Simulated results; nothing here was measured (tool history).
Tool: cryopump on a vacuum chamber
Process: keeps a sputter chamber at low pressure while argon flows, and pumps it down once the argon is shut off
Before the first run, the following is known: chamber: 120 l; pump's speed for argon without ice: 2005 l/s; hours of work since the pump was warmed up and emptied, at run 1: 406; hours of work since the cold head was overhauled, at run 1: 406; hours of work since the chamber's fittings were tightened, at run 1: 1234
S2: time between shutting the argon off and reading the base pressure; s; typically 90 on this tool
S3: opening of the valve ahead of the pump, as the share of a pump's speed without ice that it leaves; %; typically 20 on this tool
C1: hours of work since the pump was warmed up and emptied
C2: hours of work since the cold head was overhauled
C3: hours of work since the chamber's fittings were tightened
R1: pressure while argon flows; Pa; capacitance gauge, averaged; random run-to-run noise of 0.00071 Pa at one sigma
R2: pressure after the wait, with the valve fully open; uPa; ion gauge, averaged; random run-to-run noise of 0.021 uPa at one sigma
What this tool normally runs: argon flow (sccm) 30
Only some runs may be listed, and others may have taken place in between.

run 1 day=0 | argon_flow_(sccm)=30 S2=90 S3=20 | C1=406 C2=406 C3=1234 | R1=0.1303 R2=1.13
run 2 day=0.971 | argon_flow_(sccm)=30 S2=80 S3=20 | C1=418 C2=418 C3=1246 | R1=0.1299 R2=1.12
run 3 day=2.171 | argon_flow_(sccm)=30 S2=90 S3=52 | C1=431 C2=431 C3=1260 | R1=0.0525 R2=1.1
run 4 day=3.492 | argon_flow_(sccm)=17 S2=90 S3=20 | C1=447 C2=447 C3=1275 | R1=0.0745 R2=1.12
run 5 day=4.192 | argon_flow_(sccm)=17 S2=90 S3=19 | C1=455 C2=455 C3=1283 | R1=0.0785 R2=1.16
run 6 day=5.092 | argon_flow_(sccm)=17 S2=90 S3=19 | C1=465 C2=465 C3=1293 | R1=0.0775 R2=1.2
run 7 day=5.812 | argon_flow_(sccm)=17 S2=90 S3=19 | C1=474 C2=474 C3=1302 | R1=0.0771 R2=1.13
run 8 day=6.979 | argon_flow_(sccm)=30 S2=38 S3=20 | C1=487 C2=487 C3=1315 | R1=0.1305 R2=1.47
run 9 day=8.108 | argon_flow_(sccm)=30 S2=38 S3=20 | C1=500 C2=500 C3=1328 | R1=0.1308 R2=1.48
run 10 day=9.592 | argon_flow_(sccm)=30 S2=90 S3=20 | C1=517 C2=517 C3=1345 | R1=0.1315 R2=1.25
run 11 day=10.488 | argon_flow_(sccm)=31 S2=90 S3=20 | C1=528 C2=528 C3=1356 | R1=0.1361 R2=1.17
run 12 day=11.946 | argon_flow_(sccm)=38 S2=90 S3=20 | C1=544 C2=544 C3=1373 | R1=0.1669 R2=1.19
run 13 day=13.404 | argon_flow_(sccm)=20 S2=90 S3=20 | C1=561 C2=561 C3=1390 | R1=0.0876 R2=1.23
run 14 day=14.892 | argon_flow_(sccm)=20 S2=90 S3=20 | C1=579 C2=579 C3=1407 | R1=0.0888 R2=1.28
run 15 day=15.858 | argon_flow_(sccm)=20 S2=90 S3=20 | C1=590 C2=590 C3=1418 | R1=0.0887 R2=1.24
run 16 day=16.612 | argon_flow_(sccm)=20 S2=90 S3=20 | C1=598 C2=598 C3=1427 | R1=0.0874 R2=1.33
run 17 day=17.288 | argon_flow_(sccm)=45 S2=90 S3=20 | C1=606 C2=606 C3=1434 | R1=0.1987 R2=1.24
run 18 day=18.246 | argon_flow_(sccm)=19 S2=35 S3=26 | C1=617 C2=617 C3=1446 | R1=0.0647 R2=1.56
run 19 day=19.525 | argon_flow_(sccm)=34 S2=35 S3=26 | C1=632 C2=632 C3=1460 | R1=0.1171 R2=1.58
run 20 day=20.625 | argon_flow_(sccm)=44 S2=131 S3=43 | C1=645 C2=645 C3=1473 | R1=0.095 R2=1.26
run 21 day=21.45 | argon_flow_(sccm)=26 S2=90 S3=25 | C1=654 C2=654 C3=1483 | R1=0.0926 R2=1.37
run 22 day=22.212 | argon_flow_(sccm)=26 S2=136 S3=25 | C1=663 C2=663 C3=1491 | R1=0.0931 R2=1.35
run 23 day=23.175 | argon_flow_(sccm)=26 S2=61 S3=39 | C1=674 C2=674 C3=1503 | R1=0.0611 R2=1.44
run 24 day=24.567 | argon_flow_(sccm)=26 S2=61 S3=39 | C1=690 C2=690 C3=1519 | R1=0.0615 R2=1.46
run 25 day=25.471 | argon_flow_(sccm)=26 S2=61 S3=39 | C1=701 C2=701 C3=1529 | R1=0.0613 R2=1.5
run 26 day=26.971 | argon_flow_(sccm)=26 S2=88 S3=26 | C1=718 C2=718 C3=1546 | R1=0.0908 R2=1.43
run 27 day=28.462 | argon_flow_(sccm)=26 S2=88 S3=26 | C1=736 C2=736 C3=1564 | R1=0.0903 R2=1.45
run 28 day=29.275 | argon_flow_(sccm)=26 S2=88 S3=26 | C1=745 C2=745 C3=1573 | R1=0.0907 R2=1.44
run 29 day=30.783 | argon_flow_(sccm)=30 S2=138 S3=35 | C1=762 C2=762 C3=1591 | R1=0.0801 R2=1.4
run 30 day=32.025 | argon_flow_(sccm)=30 S2=31 S3=20 | C1=777 C2=777 C3=1605 | R1=0.1351 R2=1.84
run 31 day=32.775 | argon_flow_(sccm)=29 S2=67 S3=24 | C1=785 C2=785 C3=1614 | R1=0.1091 R2=1.56
run 32 day=34.312 | argon_flow_(sccm)=19 S2=75 S3=26 | C1=803 C2=803 C3=1631 | R1=0.0661 R2=1.51
run 33 day=35.746 | argon_flow_(sccm)=15 S2=38 S3=25 | C1=820 C2=820 C3=1648 | R1=0.0547 R2=1.74

How would selected steps in R1 from run to run divide? Give the signed amount a tool lacking its hidden state would still show from settings, what came in and random variation, and the signed amount left for the hidden state, including any gauge scatter that is not in both of the compared results.
Hidden state present: pump's speed, % of a pump's without ice; cold plate's temperature, K; leak into the chamber, uPa l/s; drift of the gauge itself on working_pa, %; drift of the gauge itself on base_upa, %.
Run 12 -> 13: argon flow (sccm) 38 -> 20. R1 -0.0793 Pa: hidden state -0.0029, all else -0.0764.
Run 16 -> 17: argon flow (sccm) 20 -> 45. R1 +0.1113 Pa: hidden state +0.0048, all else +0.1065.
Run 17 -> 18: argon flow (sccm) 45 -> 19, S2 90 -> 35, S3 20 -> 26. R1 -0.134 Pa: hidden state -0.0049, all else -0.1291.
Run 20 -> 21: argon flow (sccm) 44 -> 26, S2 131 -> 90, S3 43 -> 25. R1 -0.0024 Pa: hidden state -0.0035, all else +0.0011.
